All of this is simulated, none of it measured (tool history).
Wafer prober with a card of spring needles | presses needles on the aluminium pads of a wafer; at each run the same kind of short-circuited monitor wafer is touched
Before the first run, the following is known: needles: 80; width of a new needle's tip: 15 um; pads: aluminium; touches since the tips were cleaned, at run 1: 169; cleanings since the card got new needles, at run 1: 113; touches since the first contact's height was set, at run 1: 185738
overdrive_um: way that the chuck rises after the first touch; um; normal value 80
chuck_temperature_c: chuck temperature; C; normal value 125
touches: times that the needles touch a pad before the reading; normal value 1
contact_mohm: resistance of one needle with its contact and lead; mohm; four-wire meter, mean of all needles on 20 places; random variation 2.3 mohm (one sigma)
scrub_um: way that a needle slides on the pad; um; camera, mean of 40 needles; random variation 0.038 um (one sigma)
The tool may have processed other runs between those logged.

run,hour,overdrive_um,chuck_temperature_c,touches,touches since the tips were cleaned,cleanings since the card got new needles,touches since the first contact's height was set,contact_mohm,scrub_um
1,0.0,80,125,1,169,113,185738,264,14.61
# hour 11.7: tips cleaned on abrasive film
# hour 24.6: tips cleaned on abrasive film
2,34.6,80,125,1,3013,115,196045,317,14.33
# hour 37.5: tips cleaned on abrasive film
# hour 50.9: tips cleaned on abrasive film
# hour 65.0: tips cleaned on abrasive film
3,65.2,80,51,1,51,118,205110,238,14.38
# hour 78.7: tips cleaned on abrasive film
# hour 91.4: tips cleaned on abrasive film
4,91.5,98,125,1,49,120,212943,254,17.76
# hour 104.7: tips cleaned on abrasive film
# hour 116.3: tips cleaned on abrasive film
5,116.3,98,125,1,0,122,220294,255,17.79
# hour 130.0: tips cleaned on abrasive film
6,135.4,65,125,1,1616,123,225981,318,11.48
# hour 142.3: tips cleaned on abrasive film
# hour 155.3: tips cleaned on abrasive film
# hour 168.4: tips cleaned on abrasive film
7,171.0,80,125,1,779,126,236551,277,14.31
# hour 181.4: tips cleaned on abrasive film
# hour 188.5: height of the first contact set anew
# hour 193.1: tips cleaned on abrasive film
# hour 201.2: tips cleaned on abrasive film, once more
8,201.6,80,125,1,123,129,3865,263,15.07
# hour 212.8: tips cleaned on abrasive film
# hour 225.4: tips cleaned on abrasive film
# hour 237.6: tips cleaned on abrasive film
9,241.6,80,125,1,1185,132,15742,279,15.03
# hour 250.1: tips cleaned on abrasive film
# hour 262.5: tips cleaned on abrasive film
10,264.4,80,125,1,571,134,22524,266,15.04
# hour 274.7: tips cleaned on abrasive film
# hour 287.9: tips cleaned on abrasive film
11,296.0,80,38,2,2420,136,31917,266,15.02
# hour 299.6: tips cleaned on abrasive film
# hour 311.1: tips cleaned on abrasive film
12,316.8,98,41,1,1727,138,38094,260,18.38
# hour 323.5: tips cleaned on abrasive film
# hour 336.9: tips cleaned on abrasive film
# hour 349.1: tips cleaned on abrasive film
13,349.1,89,83,1,0,141,47661,246,16.69
# hour 362.6: tips cleaned on abrasive film
14,370.5,83,30,2,2365,142,54044,265,15.50
# hour 375.5: tips cleaned on abrasive film
# hour 387.7: tips cleaned on abrasive film
15,397.4,72,125,1,2900,144,62039,317,13.39
# hour 399.1: tips cleaned on abrasive film
# hour 411.2: tips cleaned on abrasive film
16,416.9,72,125,1,1717,146,67821,298,13.41
# hour 422.6: tips cleaned on abrasive film
# hour 435.5: tips cleaned on abrasive film
17,438.4,97,28,1,873,148,74211,248,18.15
# hour 449.2: tips cleaned on abrasive film
# hour 463.1: tips cleaned on abrasive film
# hour 474.6: tips cleaned on abrasive film
18,474.6,97,28,1,0,151,84956,235,18.05
# hour 487.6: tips cleaned on abrasive film
19,497.8,98,90,1,3069,152,91880,286,18.29

Some steps in contact_mohm between neighbouring runs. How much of each would the tool show without its hidden state too (settings, what came in, random variation), and how much is left for the hidden state, with any gauge scatter that isn't in both results?
Unlogged tool condition in this case: debris on the tips, nm; way that the needles fall short of the set height, um; tips' diameter, um; drift of the gauge itself on contact_mohm, %; drift of the gauge itself on scrub_um, %.
Run 2 -> 3: chuck_temperature_c 125 -> 51, tips cleaned on abrasive film, tips cleaned on abrasive film, tips cleaned on abrasive film. contact_mohm -79 mohm: hidden state -52, all else -27.
Run 5 -> 6: overdrive_um 98 -> 65, tips cleaned on abrasive film. contact_mohm +63 mohm: hidden state +61, all else +2.
